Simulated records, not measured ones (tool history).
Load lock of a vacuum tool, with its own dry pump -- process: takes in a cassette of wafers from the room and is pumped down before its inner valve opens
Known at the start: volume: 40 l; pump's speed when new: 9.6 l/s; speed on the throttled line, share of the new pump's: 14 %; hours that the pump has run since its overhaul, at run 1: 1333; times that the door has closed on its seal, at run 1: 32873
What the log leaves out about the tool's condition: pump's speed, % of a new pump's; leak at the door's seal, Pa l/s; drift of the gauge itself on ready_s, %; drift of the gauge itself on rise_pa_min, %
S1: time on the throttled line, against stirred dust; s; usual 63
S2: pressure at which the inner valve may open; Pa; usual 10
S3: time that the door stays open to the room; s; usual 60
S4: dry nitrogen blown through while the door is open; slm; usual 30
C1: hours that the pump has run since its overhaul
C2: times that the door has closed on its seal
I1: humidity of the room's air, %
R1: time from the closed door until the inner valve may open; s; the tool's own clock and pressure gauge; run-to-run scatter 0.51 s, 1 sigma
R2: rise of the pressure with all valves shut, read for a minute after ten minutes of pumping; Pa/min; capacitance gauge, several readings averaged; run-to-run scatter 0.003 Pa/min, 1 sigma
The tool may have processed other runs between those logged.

| run | hour | S1 | S2 | S3 | S4 | C1 | C2 | I1 | R1 | R2 |
|---|---|---|---|---|---|---|---|---|---|---|
| 1 | 0 | 63 | 10 | 60 | 30 | 1333 | 32873 | 44.7 | 93.2 | 0.177 |
| 2 | 105.4 | 63 | 10 | 60 | 30 | 1438 | 33316 | 44.2 | 92.6 | 0.179 |
| 3 | 234.9 | 63 | 10 | 60 | 30 | 1568 | 33861 | 44.4 | 93 | 0.19 |
| 4 | 327 | 63 | 20 | 60 | 30 | 1660 | 34248 | 44.2 | 90 | 0.191 |
| 5 | 410.8 | 63 | 20 | 60 | 30 | 1744 | 34601 | 40.3 | 90.5 | 0.187 |
| 6 | 473 | 63 | 20 | 60 | 30 | 1806 | 34863 | 41.8 | 90.8 | 0.201 |
| 7 | 596.4 | 93 | 10 | 60 | 30 | 1929 | 35382 | 48.2 | 119.3 | 0.201 |
| 8 | 705.7 | 93 | 10 | 60 | 30 | 2039 | 35842 | 42.6 | 118.5 | 0.2 |
| 9 | 820.5 | 93 | 10 | 60 | 30 | 2153 | 36325 | 42.4 | 119.6 | 0.199 |
| 10 | 879.6 | 93 | 10 | 60 | 30 | 2213 | 36574 | 40.6 | 119.9 | 0.201 |
| 11 | 946.8 | 93 | 10 | 60 | 30 | 2280 | 36856 | 46.4 | 119.5 | 0.211 |
| 12 | 1061.7 | 93 | 10 | 60 | 30 | 2395 | 37339 | 43.6 | 119.7 | 0.208 |
| 13 | 1145 | 63 | 10 | 60 | 30 | 2478 | 37690 | 47.6 | 94.1 | 0.218 |
| 14 | 1204.4 | 63 | 10 | 60 | 30 | 2537 | 37940 | 46.2 | 94.4 | 0.217 |
| 15 | 1323.5 | 40 | 10 | 60 | 30 | 2656 | 38441 | 47.7 | 75.2 | 0.222 |
| 16 | 1401.8 | 40 | 10 | 60 | 30 | 2735 | 38770 | 44.6 | 73.8 | 0.225 |
| 17 | 1527.4 | 40 | 10 | 60 | 30 | 2860 | 39299 | 42 | 74.9 | 0.217 |
| 18 | 1641.3 | 40 | 10 | 60 | 30 | 2974 | 39778 | 44.3 | 74.3 | 0.23 |
| 19 | 1704.2 | 40 | 10 | 60 | 30 | 3037 | 40042 | 45.2 | 74.9 | 0.238 |
| 20 | 1794.7 | 71 | 16 | 71 | 39 | 3128 | 40423 | 43.3 | 98.1 | 0.241 |
| 21 | 1879.5 | 52 | 11 | 67 | 41 | 3212 | 40780 | 43.1 | 83.8 | 0.237 |

Expected results for the next run?
| 22 | 1982.8 | 63 | 13 | 60 | 30 | 3316 | 41215 | 42.8 | ? | ? |

{"run 22": {"R1": 93, "R2": 0.252}}
On a tool with no hidden condition, and with the same random variation, this run would have come out at R1 91.2 s, R2 0.021 Pa/min.
